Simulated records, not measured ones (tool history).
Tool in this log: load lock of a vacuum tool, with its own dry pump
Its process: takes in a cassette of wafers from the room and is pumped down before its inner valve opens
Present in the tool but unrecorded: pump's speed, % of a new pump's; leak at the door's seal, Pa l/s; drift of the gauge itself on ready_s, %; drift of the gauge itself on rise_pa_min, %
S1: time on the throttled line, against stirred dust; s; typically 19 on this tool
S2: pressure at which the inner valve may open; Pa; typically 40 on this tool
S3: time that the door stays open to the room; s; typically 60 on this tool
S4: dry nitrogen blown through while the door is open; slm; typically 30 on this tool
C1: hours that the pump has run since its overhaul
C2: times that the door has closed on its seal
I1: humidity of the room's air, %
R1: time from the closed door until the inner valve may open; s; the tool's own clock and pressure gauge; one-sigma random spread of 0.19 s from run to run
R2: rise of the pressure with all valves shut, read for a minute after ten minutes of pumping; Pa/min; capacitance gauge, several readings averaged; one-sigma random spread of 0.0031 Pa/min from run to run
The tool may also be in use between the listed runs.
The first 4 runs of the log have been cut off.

run 5 hour=547.5 | S1=19 S2=40 S3=60 S4=30 | C1=6129 C2=11539 | I1=45.7 | R1=29 R2=0.056
run 6 hour=694.5 | S1=19 S2=40 S3=60 S4=30 | C1=6276 C2=11805 | I1=44.8 | R1=28.9 R2=0.058
run 7 hour=838 | S1=19 S2=40 S3=60 S4=28 | C1=6419 C2=12066 | I1=48.5 | R1=29.4 R2=0.061
run 8 hour=995.8 | S1=19 S2=40 S3=60 S4=28 | C1=6577 C2=12352 | I1=48 | R1=28.6 R2=0.055
run 9 hour=1123.8 | S1=19 S2=40 S3=60 S4=28 | C1=6705 C2=12584 | I1=44.7 | R1=29.2 R2=0.055
run 10 hour=1291.4 | S1=19 S2=40 S3=60 S4=28 | C1=6873 C2=12887 | I1=43.6 | R1=29.2 R2=0.059
run 11 hour=1462.5 | S1=19 S2=40 S3=60 S4=28 | C1=7044 C2=13198 | I1=42.9 | R1=29.1 R2=0.054
run 12 hour=1593.4 | S1=19 S2=40 S3=39 S4=28 | C1=7175 C2=13435 | I1=44.6 | R1=29 R2=0.042
run 13 hour=1707.3 | S1=19 S2=40 S3=39 S4=28 | C1=7289 C2=13641 | I1=47.1 | R1=29.3 R2=0.046
run 14 hour=1843.5 | S1=19 S2=40 S3=39 S4=21 | C1=7425 C2=13888 | I1=44.6 | R1=29.2 R2=0.047
run 15 hour=2015 | S1=19 S2=40 S3=39 S4=21 | C1=7596 C2=14199 | I1=44.4 | R1=29 R2=0.05
run 16 hour=2162.7 | S1=19 S2=40 S3=39 S4=21 | C1=7744 C2=14467 | I1=39.3 | R1=29.1 R2=0.048
run 17 hour=2329 | S1=19 S2=40 S3=39 S4=21 | C1=7910 C2=14769 | I1=44.8 | R1=29.1 R2=0.052
run 18 hour=2493.5 | S1=19 S2=40 S3=39 S4=21 | C1=8075 C2=15067 | I1=44.7 | R1=28.9 R2=0.049
run 19 hour=2637.8 | S1=19 S2=40 S3=60 S4=30 | C1=8219 C2=15328 | I1=47.5 | R1=29.3 R2=0.057
run 20 hour=2737.7 | S1=18 S2=76 S3=56 S4=24 | C1=8319 C2=15509 | I1=45 | R1=27.3 R2=0.055
run 21 hour=2859.8 | S1=31 S2=74 S3=60 S4=6 | C1=8441 C2=15731 | I1=46.6 | R1=38 R2=0.085
run 22 hour=2971.5 | S1=31 S2=74 S3=60 S4=6 | C1=8553 C2=15933 | I1=44.6 | R1=38.1 R2=0.086
run 23 hour=3051.2 | S1=31 S2=74 S3=60 S4=6 | C1=8632 C2=16078 | I1=42.4 | R1=37.9 R2=0.077
run 24 hour=3158.2 | S1=31 S2=74 S3=60 S4=6 | C1=8739 C2=16272 | I1=42.6 | R1=37.8 R2=0.079
run 25 hour=3318.3 | S1=21 S2=40 S3=39 S4=19 | C1=8900 C2=16562 | I1=45.7 | R1=30.9 R2=0.059
run 26 hour=3491.6 | S1=21 S2=64 S3=29 S4=11 | C1=9073 C2=16876 | I1=44.8 | R1=30 R2=0.043

What does the tool deliver on the next run?
run 27 hour=3632.9 | S1=21 S2=64 S3=29 S4=11 | C1=9214 C2=17133 | I1=44.5 | R1=? R2=?

{"run 27": {"R1": 30.1, "R2": 0.049}}
Were there no unlogged condition in the tool, this run, its random variation unchanged, would have produced R1 30.1 s, R2 0.049 Pa/min.

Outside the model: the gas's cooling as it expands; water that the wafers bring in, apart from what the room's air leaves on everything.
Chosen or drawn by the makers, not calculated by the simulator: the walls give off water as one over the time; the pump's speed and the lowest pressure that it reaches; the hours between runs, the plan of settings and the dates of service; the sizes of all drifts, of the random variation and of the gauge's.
